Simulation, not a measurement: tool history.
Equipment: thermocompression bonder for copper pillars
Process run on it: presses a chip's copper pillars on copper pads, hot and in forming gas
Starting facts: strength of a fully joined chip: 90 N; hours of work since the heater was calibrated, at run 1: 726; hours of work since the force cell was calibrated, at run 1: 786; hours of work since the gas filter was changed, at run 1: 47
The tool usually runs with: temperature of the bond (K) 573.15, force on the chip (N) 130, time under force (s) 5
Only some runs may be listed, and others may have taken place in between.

run	hour	temperature of the bond (K)	force on the chip (N)	time under force (s)	hours of work since the heater was calibrated	hours of work since the force cell was calibrated	hours of work since the gas filter was changed	force that shears a chip off (N)
1	0	573.15	130	5	726	786	47	55.3
2	15.4	573.15	130	5	735	795	56	54.6
3	39.5	573.15	130	8	748	809	69	61
4	76.5	573.15	130	5	770	830	91	54.1
# hour 106.7: forming gas filter changed
5	106.7	573.15	130	5	787	847	0	58.4
6	132.8	569.15	130	5	802	862	15	54.9
7	163.6	569.15	130	5	819	880	33	54.6
8	179.4	569.15	130	3	828	889	42	45.9
9	199.3	569.15	130	3	840	900	53	45.6
10	216.7	569.15	130	3	850	910	63	45
11	242.9	569.15	130	3	865	925	78	45.1
12	270.9	569.15	130	3	881	941	94	44.7
# hour 297: forming gas filter changed
13	306.1	569.15	130	3	900	961	5	48.2
# hour 310.9: force cell calibrated
14	333.3	582.15	130	5	915	13	20	61.2
15	369.5	582.15	130	5	936	34	41	61.4
16	404.3	582.15	138	5	956	53	61	63
17	440.6	573.15	130	7	977	74	81	61
# hour 476.1: force cell calibrated, once more
18	477.6	573.15	130	7	997	1	102	60.3
# hour 489.5: forming gas filter changed
19	496.7	573.15	130	7	1007	12	4	62.4
20	528.4	573.15	130	14	1026	30	22	73.5
21	555.1	564.15	174	4	1041	45	38	62.4
22	589.5	564.15	174	4	1061	65	57	61.1
23	624.6	580.15	188	5	1081	85	77	72.8
24	645	547.15	154	5	1092	96	89	48.8
# hour 661.8: heater calibrated with a thermocouple chip
25	669.6	547.15	154	5	4	109	102	43
# hour 680.8: forming gas filter changed
26	690.6	601.15	84	5	16	121	6	46
27	722.6	601.15	84	5	35	139	24	46.6
28	741.2	589.15	159	5	45	150	35	67.7
29	775.1	589.15	159	5	65	169	54	67.3
30	796.8	589.15	159	5	77	182	66	66.8
31	830.4	559.15	100	3	96	201	86	26.6
32	862.8	559.15	100	3	115	220	104	26.2
# hour 870.6: forming gas filter changed
33	891.3	554.15	100	3	131	236	12	27
34	918.7	567.15	90	3	146	251	28	28.4
35	951.3	594.15	157	9	165	270	46	77.3
36	971.6	594.15	157	9	177	282	58	76.6
37	1006.5	594.15	157	9	197	301	78	74.6
38	1035.6	594.15	157	9	213	318	94	73.6
# hour 1058.9: forming gas filter changed
39	1062.8	602.15	178	4	229	333	2	76.2
40	1083.5	600.15	93	8	240	345	14	58.5

Each row is a separate what-if for the run after 40, all from the same tool condition, not one after another. Results?
A	1104	552.15	124	8	252	357	26	?
B	1104	600.15	129	8	252	357	26	?
C	1104	600.15	138	12	252	357	26	?

run	force that shears a chip off (N)
A	47.4
B	72.7
C	79.1
Had the tool no hidden state, the same runs would have come out as:
run	force that shears a chip off (N)
A	46.8
B	72.8
C	79.7
